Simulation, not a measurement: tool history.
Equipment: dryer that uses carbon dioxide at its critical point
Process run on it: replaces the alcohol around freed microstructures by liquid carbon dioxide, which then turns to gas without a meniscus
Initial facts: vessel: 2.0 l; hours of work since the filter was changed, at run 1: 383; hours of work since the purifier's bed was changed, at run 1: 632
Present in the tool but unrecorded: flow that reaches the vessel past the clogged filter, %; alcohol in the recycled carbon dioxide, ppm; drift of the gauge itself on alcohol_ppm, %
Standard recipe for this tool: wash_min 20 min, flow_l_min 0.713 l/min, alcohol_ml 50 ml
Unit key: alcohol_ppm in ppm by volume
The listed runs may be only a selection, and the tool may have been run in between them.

run,day,wash_min,flow_l_min,alcohol_ml,hours of work since the filter was changed,hours of work since the purifier's bed was changed,alcohol_ppm
1,0.000,20,0.713,50,383,632,115
2,1.267,20,0.590,50,399,648,229
3,4.071,20,0.713,50,435,684,132
# day 4.550: inlet filter changed
4,5.442,20,0.713,50,11,702,94
5,7.958,20,0.713,50,44,734,95
6,9.212,20,0.713,50,60,750,98
7,10.508,20,0.713,50,77,767,106
8,13.400,20,0.713,50,114,804,107
9,15.575,20,0.713,36,142,832,103
10,17.954,20,0.713,50,173,863,110
11,19.858,20,0.713,50,197,887,119
12,21.362,20,0.713,50,217,907,125
13,23.275,20,0.713,50,241,931,125
14,24.867,20,0.713,50,262,952,141
15,26.979,13,0.713,50,289,979,477
16,29.125,13,0.713,50,317,1007,511
17,31.946,20,0.713,50,353,1043,157
# day 33.067: purifier's bed changed
18,33.846,20,0.713,50,376,10,63
19,35.725,20,0.713,50,400,34,69
20,38.021,20,0.713,50,430,64,72
# day 38.892: inlet filter changed
21,39.446,20,0.713,50,7,82,34
22,41.492,20,0.899,102,34,108,18
23,43.167,20,0.899,102,55,130,23
24,45.675,24,0.522,111,87,162,186
25,47.342,24,0.522,111,109,183,196
26,49.988,26,0.713,35,143,217,29
27,52.571,22,0.473,51,176,251,283
28,54.796,22,0.473,51,205,279,280
29,56.012,20,0.537,50,221,295,249
30,58.775,26,0.517,50,256,331,104
31,60.329,26,0.515,50,276,351,111
32,62.888,26,0.515,50,309,384,120
33,64.300,26,0.515,50,327,402,139
34,65.838,23,0.719,111,347,422,87
35,67.050,20,0.979,50,363,437,49
36,69.021,20,0.979,50,388,463,54
37,71.933,27,0.924,50,426,500,59
# day 73.267: inlet filter changed
38,73.267,17,1.000,27,0,517,60
39,74.929,31,0.571,71,21,538,70
40,77.788,20,0.841,50,58,575,70
41,79.242,20,0.591,35,77,594,130

5 options for the next run, each taken on its own from the tool as it stands now. Forecast them:
A,81.742,20,0.713,106,109,626,?
B,81.742,20,0.667,66,109,626,?
C,81.742,16,0.854,66,109,626,?
D,81.742,20,0.591,61,109,626,?
E,81.742,20,0.526,35,109,626,?

run,alcohol_ppm
A,127
B,135
C,113
D,192
E,199
Had the tool no hidden state, the same runs would have come out as:
run,alcohol_ppm
A,53
B,62
C,42
D,106
E,114

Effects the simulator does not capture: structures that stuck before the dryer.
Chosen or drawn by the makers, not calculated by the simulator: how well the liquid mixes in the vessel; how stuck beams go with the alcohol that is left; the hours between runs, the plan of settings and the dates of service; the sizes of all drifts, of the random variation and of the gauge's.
